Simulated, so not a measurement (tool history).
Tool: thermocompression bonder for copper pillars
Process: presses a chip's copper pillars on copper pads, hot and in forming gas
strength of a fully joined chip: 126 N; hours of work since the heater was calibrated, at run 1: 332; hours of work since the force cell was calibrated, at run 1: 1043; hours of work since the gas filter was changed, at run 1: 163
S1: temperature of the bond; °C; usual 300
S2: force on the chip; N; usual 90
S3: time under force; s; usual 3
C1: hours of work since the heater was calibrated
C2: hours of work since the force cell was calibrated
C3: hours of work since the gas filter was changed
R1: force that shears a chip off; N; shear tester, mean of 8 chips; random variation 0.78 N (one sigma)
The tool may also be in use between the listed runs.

run,day,S1,S2,S3,C1,C2,C3,R1
1,0,300,90,3,332,1043,163,64.5
2,1.033,300,90,3,347,1057,178,65.8
3,3.396,300,109,3,381,1091,212,72.2
# day 4.817: force cell calibrated
4,5.138,300,90,3,404,5,236,65
5,7.012,300,90,3,431,31,262,64.1
6,8.796,300,90,3,456,57,288,64.3
# day 10.9: forming gas filter changed
7,10.9,300,90,3,486,86,0,69.1
# day 11.138: force cell calibrated, once more
8,12.992,300,90,3,515,26,29,65.2
9,15.421,300,90,3,549,61,63,64.1
10,16.888,300,90,3,570,82,84,64.3
11,18.729,300,90,3,596,108,110,63.4
12,20.617,300,90,3,623,135,137,63.3
13,21.892,300,90,3,641,153,155,62.5
14,23.646,300,90,3,666,178,180,62.8
15,25.196,300,90,3,688,200,202,63.1
16,26.892,300,90,3,713,224,227,61
17,28.912,300,90,7,741,253,255,79.5
18,31.221,300,90,7,774,286,288,78.3
19,32.279,300,90,7,789,301,303,77.9
# day 33.354: forming gas filter changed
20,34.654,300,90,7,823,334,18,83.5
21,36.65,300,90,2,851,363,47,56
22,38.688,326,90,9,880,392,76,107.9
23,40.533,326,90,9,906,418,102,104
# day 41.804: heater calibrated with a thermocouple chip
24,41.921,326,90,9,2,436,121,109.3
25,44.217,276,62,4,34,469,153,39.7
26,45.829,271,88,2,57,492,176,36
27,47.154,271,88,2,76,511,195,35.4
28,48.6,271,95,2,97,531,216,38
29,50.638,271,95,2,126,560,245,37.6
30,52.004,300,90,7,145,580,264,82
31,53.833,314,90,3,171,606,290,75.3
# day 55.75: forming gas filter changed
32,56.142,300,90,2,204,638,6,59.9
33,57.592,300,113,2,224,659,26,70.3
34,59.792,288,100,3,256,690,57,62
35,61.929,300,90,4,286,721,88,73.6
36,63.979,300,90,4,315,750,117,72.4
37,65.712,329,63,2,340,774,142,64.2
38,68.133,329,63,2,374,809,176,61.8
39,69.438,301,77,3,393,827,195,59

The same runs without the tool's hidden state, with the same run-to-run variation:
The hidden state here: true temperature of the bond over the reading, C; force that reaches the chip, % of what is set; oxide that the forming gas leaves, % of the face; drift of the gauge itself on shear_n, %.
run,R1
1,67.7
2,69.4
3,76.9
4,68.7
5,68.3
6,69
7,69.2
8,68.8
9,68.3
10,68.9
11,68.6
12,69.1
13,68.6
14,69.6
15,70.2
16,68.5
17,89
18,88.6
19,88.5
20,87.9
21,60.5
22,112.8
23,109.6
24,112.6
25,41.1
26,37.7
27,37.3
28,40.3
29,40.3
30,88.1
31,81.4
32,60.2
33,71.1
34,63.3
35,75.8
36,75.2
37,67.2
38,65.3
39,62.9

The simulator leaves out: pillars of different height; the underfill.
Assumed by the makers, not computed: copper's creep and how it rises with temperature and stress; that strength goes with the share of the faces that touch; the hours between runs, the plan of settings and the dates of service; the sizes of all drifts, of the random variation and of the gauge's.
